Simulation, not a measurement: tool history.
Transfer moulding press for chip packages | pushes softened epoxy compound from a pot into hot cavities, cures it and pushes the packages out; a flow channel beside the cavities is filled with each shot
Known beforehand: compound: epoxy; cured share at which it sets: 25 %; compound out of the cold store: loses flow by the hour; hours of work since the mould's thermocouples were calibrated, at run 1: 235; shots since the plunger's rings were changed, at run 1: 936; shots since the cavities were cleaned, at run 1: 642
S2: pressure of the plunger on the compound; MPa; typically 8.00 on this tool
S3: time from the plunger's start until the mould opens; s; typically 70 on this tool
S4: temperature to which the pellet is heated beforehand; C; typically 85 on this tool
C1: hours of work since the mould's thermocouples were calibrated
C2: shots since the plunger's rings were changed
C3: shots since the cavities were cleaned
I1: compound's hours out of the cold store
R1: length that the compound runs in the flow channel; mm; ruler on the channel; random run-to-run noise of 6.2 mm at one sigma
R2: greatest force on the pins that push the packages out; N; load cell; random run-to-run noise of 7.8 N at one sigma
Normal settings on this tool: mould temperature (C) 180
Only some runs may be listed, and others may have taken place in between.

{"run": 1, "day": 0.0, "mould temperature (C)": 180, "S2": 8.0, "S3": 70, "S4": 85, "C1": 235, "C2": 936, "C3": 642, "I1": 36.7, "R1": 735, "R2": 609}
{"day": 1.45, "done": "cavities cleaned with cleaning compound and waxed"}
{"run": 2, "day": 2.008, "mould temperature (C)": 180, "S2": 8.0, "S3": 70, "S4": 85, "C1": 272, "C2": 1827, "C3": 257, "I1": 44.9, "R1": 697, "R2": 492}
{"run": 3, "day": 4.008, "mould temperature (C)": 180, "S2": 8.11, "S3": 70, "S4": 85, "C1": 310, "C2": 2740, "C3": 1170, "I1": 26.2, "R1": 747, "R2": 766}
{"day": 4.338, "done": "cavities cleaned with cleaning compound and waxed"}
{"run": 4, "day": 5.879, "mould temperature (C)": 180, "S2": 8.0, "S3": 70, "S4": 85, "C1": 345, "C2": 3568, "C3": 705, "I1": 15.1, "R1": 771, "R2": 677}
{"day": 7.167, "done": "cavities cleaned with cleaning compound and waxed"}
{"day": 8.325, "done": "plunger's sealing rings changed"}
{"run": 5, "day": 9.721, "mould temperature (C)": 180, "S2": 8.0, "S3": 70, "S4": 85, "C1": 415, "C2": 639, "C3": 1120, "I1": 16.2, "R1": 818, "R2": 764}
{"day": 10.15, "done": "cavities cleaned with cleaning compound and waxed"}
{"day": 12.796, "done": "cavities cleaned with cleaning compound and waxed"}
{"run": 6, "day": 13.746, "mould temperature (C)": 180, "S2": 8.0, "S3": 70, "S4": 85, "C1": 489, "C2": 2421, "C3": 434, "I1": 21.9, "R1": 757, "R2": 618}
{"day": 15.454, "done": "cavities cleaned with cleaning compound and waxed"}
{"run": 7, "day": 17.638, "mould temperature (C)": 180, "S2": 6.63, "S3": 70, "S4": 85, "C1": 562, "C2": 4173, "C3": 998, "I1": 8.2, "R1": 730, "R2": 789}
{"day": 18.238, "done": "cavities cleaned with cleaning compound and waxed"}
{"day": 18.862, "done": "plunger's sealing rings changed"}
{"run": 8, "day": 19.621, "mould temperature (C)": 180, "S2": 8.0, "S3": 108, "S4": 85, "C1": 597, "C2": 347, "C3": 585, "I1": 11.3, "R1": 828, "R2": 368}
{"day": 21.054, "done": "cavities cleaned with cleaning compound and waxed"}
{"run": 9, "day": 23.183, "mould temperature (C)": 180, "S2": 6.08, "S3": 108, "S4": 85, "C1": 663, "C2": 1949, "C3": 975, "I1": 22.4, "R1": 673, "R2": 420}
{"day": 23.796, "done": "cavities cleaned with cleaning compound and waxed"}
{"day": 26.454, "done": "cavities cleaned with cleaning compound and waxed"}
{"run": 10, "day": 26.908, "mould temperature (C)": 180, "S2": 6.08, "S3": 108, "S4": 85, "C1": 732, "C2": 3595, "C3": 208, "I1": 30.8, "R1": 626, "R2": 271}
{"day": 29.35, "done": "plunger's sealing rings changed"}
{"day": 29.412, "done": "cavities cleaned with cleaning compound and waxed"}
{"run": 11, "day": 30.279, "mould temperature (C)": 180, "S2": 6.08, "S3": 108, "S4": 85, "C1": 793, "C2": 396, "C3": 396, "I1": 15.8, "R1": 705, "R2": 341}
{"day": 32.062, "done": "mould's thermocouples calibrated"}
{"day": 32.408, "done": "cavities cleaned with cleaning compound and waxed"}
{"run": 12, "day": 33.121, "mould temperature (C)": 180, "S2": 6.08, "S3": 108, "S4": 85, "C1": 19, "C2": 1628, "C3": 326, "I1": 11.7, "R1": 709, "R2": 331}
{"day": 35.183, "done": "cavities cleaned with cleaning compound and waxed"}
{"run": 13, "day": 36.921, "mould temperature (C)": 182, "S2": 8.0, "S3": 88, "S4": 85, "C1": 90, "C2": 3338, "C3": 794, "I1": 30.7, "R1": 714, "R2": 441}
{"day": 37.892, "done": "cavities cleaned with cleaning compound and waxed"}
{"day": 39.708, "done": "plunger's sealing rings changed"}
{"day": 40.633, "done": "cavities cleaned with cleaning compound and waxed"}
{"run": 14, "day": 40.908, "mould temperature (C)": 179, "S2": 6.73, "S3": 78, "S4": 89, "C1": 162, "C2": 520, "C3": 127, "I1": 47.4, "R1": 648, "R2": 346}
{"run": 15, "day": 42.683, "mould temperature (C)": 180, "S2": 8.0, "S3": 87, "S4": 85, "C1": 196, "C2": 1332, "C3": 939, "I1": 32.6, "R1": 745, "R2": 454}
{"day": 43.275, "done": "cavities cleaned with cleaning compound and waxed"}
{"run": 16, "day": 45.142, "mould temperature (C)": 178, "S2": 6.2, "S3": 55, "S4": 84, "C1": 241, "C2": 2427, "C3": 853, "I1": 27.6, "R1": 658, "R2": 1505}

Hidden state at the last listed run before each entry between runs and at the first one after, where it differs:
After run 1, before run 2: cavities cleaned with cleaning compound and waxed (day 1.450)
  true mould temperature over the reading, C: -0.52 -> -0.57; pressure that reaches the compound, % of what is set: 97.04 -> 94.23; grip of the stained cavities, % over clean ones': 79.7 -> 43.2
  measured minus no-state result, R1: -10 -> -20 mm; R2: +279 -> +158 N
After run 3, before run 4: cavities cleaned with cleaning compound and waxed (day 4.338)
  true mould temperature over the reading, C: -0.61 -> -0.65; pressure that reaches the compound, % of what is set: 91.45 -> 88.87; grip of the stained cavities, % over clean ones': 111.1 -> 83.2
  measured minus no-state result, R1: -33 -> -46 mm; R2: +418 -> +326 N
After run 4, before run 5: cavities cleaned with cleaning compound and waxed (day 7.167); plunger's sealing rings changed (day 8.325)
  true mould temperature over the reading, C: -0.65 -> -0.74; pressure that reaches the compound, % of what is set: 88.87 -> 97.76; grip of the stained cavities, % over clean ones': 83.2 -> 110.1
  measured minus no-state result, R1: -46 -> -8 mm; R2: +326 -> +419 N
After run 5, before run 6: cavities cleaned with cleaning compound and waxed (day 10.150); cavities cleaned with cleaning compound and waxed (day 12.796)
  true mould temperature over the reading, C: -0.74 -> -0.82; pressure that reaches the compound, % of what is set: 97.76 -> 92.57; grip of the stained cavities, % over clean ones': 110.1 -> 60.8
  measured minus no-state result, R1: -8 -> -28 mm; R2: +419 -> +255 N
After run 6, before run 7: cavities cleaned with cleaning compound and waxed (day 15.454)
  true mould temperature over the reading, C: -0.82 -> -0.91; pressure that reaches the compound, % of what is set: 92.57 -> 87.55; grip of the stained cavities, % over clean ones': 60.8 -> 103.2
  measured minus no-state result, R1: -28 -> -48 mm; R2: +255 -> +426 N
After run 7, before run 8: cavities cleaned with cleaning compound and waxed (day 18.238); plunger's sealing rings changed (day 18.862)
  true mould temperature over the reading, C: -0.91 -> -0.95; pressure that reaches the compound, % of what is set: 87.55 -> 98.63; grip of the stained cavities, % over clean ones': 103.2 -> 69.9
  measured minus no-state result, R1: -48 -> -4 mm; R2: +426 -> +154 N
After run 8, before run 9: cavities cleaned with cleaning compound and waxed (day 21.054)
  true mould temperature over the reading, C: -0.95 -> -1.03; pressure that reaches the compound, % of what is set: 98.63 -> 93.56; grip of the stained cavities, % over clean ones': 69.9 -> 99.3
  measured minus no-state result, R1: -4 -> -21 mm; R2: +154 -> +210 N
After run 9, before run 10: cavities cleaned with cleaning compound and waxed (day 23.796); cavities cleaned with cleaning compound and waxed (day 26.454)
  true mould temperature over the reading, C: -1.03 -> -1.12; pressure that reaches the compound, % of what is set: 93.56 -> 88.43; grip of the stained cavities, % over clean ones': 99.3 -> 35.5
  measured minus no-state result, R1: -21 -> -38 mm; R2: +210 -> +73 N
After run 10, before run 11: plunger's sealing rings changed (day 29.350); cavities cleaned with cleaning compound and waxed (day 29.412)
  true mould temperature over the reading, C: -1.12 -> -1.19; pressure that reaches the compound, % of what is set: 88.43 -> 98.22; grip of the stained cavities, % over clean ones': 35.5 -> 63
  measured minus no-state result, R1: -38 -> -4 mm; R2: +73 -> +133 N
After run 11, before run 12: mould's thermocouples calibrated (day 32.062); cavities cleaned with cleaning compound and waxed (day 32.408)
  true mould temperature over the reading, C: -1.19 -> 0.26; pressure that reaches the compound, % of what is set: 98.22 -> 94.15; grip of the stained cavities, % over clean ones': 63 -> 53.3
  measured minus no-state result, R1: -4 -> -22 mm; R2: +133 -> +116 N
After run 12, before run 13: cavities cleaned with cleaning compound and waxed (day 35.183)
  true mould temperature over the reading, C: 0.26 -> 0.17; pressure that reaches the compound, % of what is set: 94.15 -> 89.05; grip of the stained cavities, % over clean ones': 53.3 -> 95.6
  measured minus no-state result, R1: -22 -> -43 mm; R2: +116 -> +213 N
After run 13, before run 14: cavities cleaned with cleaning compound and waxed (day 37.892); plunger's sealing rings changed (day 39.708); cavities cleaned with cleaning compound and waxed (day 40.633)
  true mould temperature over the reading, C: 0.17 -> 0.09; pressure that reaches the compound, % of what is set: 89.05 -> 97.74; grip of the stained cavities, % over clean ones': 95.6 -> 22.3
  measured minus no-state result, R1: -43 -> -8 mm; R2: +213 -> +62 N
After run 15, before run 16: cavities cleaned with cleaning compound and waxed (day 43.275)
  true mould temperature over the reading, C: 0.05 -> 0; pressure that reaches the compound, % of what is set: 95.34 -> 91.72; grip of the stained cavities, % over clean ones': 94.2 -> 98
  measured minus no-state result, R1: -18 -> -29 mm; R2: +218 -> +743 N
